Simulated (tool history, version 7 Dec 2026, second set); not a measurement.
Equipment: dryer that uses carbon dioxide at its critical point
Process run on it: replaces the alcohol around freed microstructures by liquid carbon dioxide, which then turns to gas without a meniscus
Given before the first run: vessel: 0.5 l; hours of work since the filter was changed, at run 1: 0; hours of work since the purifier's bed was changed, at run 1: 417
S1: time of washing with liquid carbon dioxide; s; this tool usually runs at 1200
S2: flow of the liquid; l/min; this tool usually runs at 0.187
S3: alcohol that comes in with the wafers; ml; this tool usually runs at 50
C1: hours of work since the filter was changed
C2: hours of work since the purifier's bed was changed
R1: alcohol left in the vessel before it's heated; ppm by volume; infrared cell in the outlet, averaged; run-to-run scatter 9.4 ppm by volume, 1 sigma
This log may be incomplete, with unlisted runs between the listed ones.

run   hour    S1     S2   S3   C1   C2     R1
  1      0  1200  0.187   50    0  417    752
  2   31.4  1200  0.187   52   23  440    785
  3   53.1  1080  0.187   50   39  455   1241
  4   85.1  1080  0.187   50   62  479   1313
  5  116.5  1200  0.187   50   85  502    986
     130.1  -- purifier's bed changed
  6  147.4  1200  0.187   41  105   13    593
  7    168  1200  0.187   41  120   28    630
  8  199.2  1200  0.187   91  143   50   1482
  9  212.4   960  0.226   29  152   60    625
 10  240.3   960  0.137   99  173   80  11646
 11  258.4   960  0.137   99  186   93  12317
 12  285.3   960  0.137   42  206  113   5289
 13  303.7  1440  0.156  109  219  126   2126
 14  329.8  1380  0.318   50  238  145    100
 15  352.4  1500  0.151   40  254  162    884
 16  381.2  1740  0.181   38  275  183    258

Here are 5 independent what-if runs from the current tool condition. What would each one return?
  A  394.9  1740  0.131  38  285  193   ?
  B  394.9   960  0.267  50  285  193   ?
  C  394.9  1740  0.211  38  285  193   ?
  D  394.9  1200  0.312  50  285  193   ?
  E  394.9  1200  0.187  55  285  193   ?

run    R1
  A   875
  B   805
  C   170
  D   194
  E  1409
What these runs would have given with no unlogged condition in the tool:
run   R1
  A  330
  B  284
  C   19
  D   30
  E  579
